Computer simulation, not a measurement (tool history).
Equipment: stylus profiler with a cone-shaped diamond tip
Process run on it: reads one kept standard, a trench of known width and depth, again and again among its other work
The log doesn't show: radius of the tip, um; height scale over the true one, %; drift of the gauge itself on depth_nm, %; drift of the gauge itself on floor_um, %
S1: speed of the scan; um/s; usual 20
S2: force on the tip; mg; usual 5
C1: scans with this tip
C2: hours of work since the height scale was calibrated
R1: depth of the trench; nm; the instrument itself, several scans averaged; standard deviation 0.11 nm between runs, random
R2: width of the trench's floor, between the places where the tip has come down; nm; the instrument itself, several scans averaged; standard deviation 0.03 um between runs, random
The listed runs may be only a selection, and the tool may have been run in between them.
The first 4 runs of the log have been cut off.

run    hour  S1     S2     C1    C2      R1     R2
  5   269.6  20      5  21269  1478  206.49  16360
  6   324.3  20      5  21824  1517  206.76  16320
  7   360.8  20      5  22194  1542  206.61  16340
  8   433.2  20      5  22928  1593  206.61  16330
  9   515.5  20   3.97  23762  1651  205.86  16250
 10   593.7  64      5  24556  1706  206.52  16130
 11   680.7  64      5  25439  1768   206.6  16090
 12   730.8  64      5  25946  1803  206.62  16130
 13   780.7  64      5  26452  1838  206.63  16080
 14   862.1  64      5  27278  1896  206.81  16060
 15   947.8  32      5  28147  1956   206.9  16090
 16  1023.3  20      5  28913  2009  206.91  16070
 17  1111.5  20      5  29807  2071  206.83  16090
     1179.7  -- height scale calibrated on a step standard
 18  1198.8  20      5  30688    13  207.14  16040
 19    1271  20      5  31419    64  207.41  16040
 20    1339  20      5  32109   112  207.43  15980
       1401  -- height scale calibrated on a step standard, once more
 21    1404  79      5  32763     2  205.29  15860
 22  1479.7  79      5  33530    55  205.21  15850
 23  1521.4  34  12.91  33954    85  210.12  15950

Estimate the outcome of run 24 from the log above:
 24  1568.8   6  13.21  34434  118   ?   ?

For run 24 the tool returned R1 210.22 nm, R2 15950 nm.
With no hidden state in the tool, this same run would have given R1 210.21 nm, R2 17180 nm.
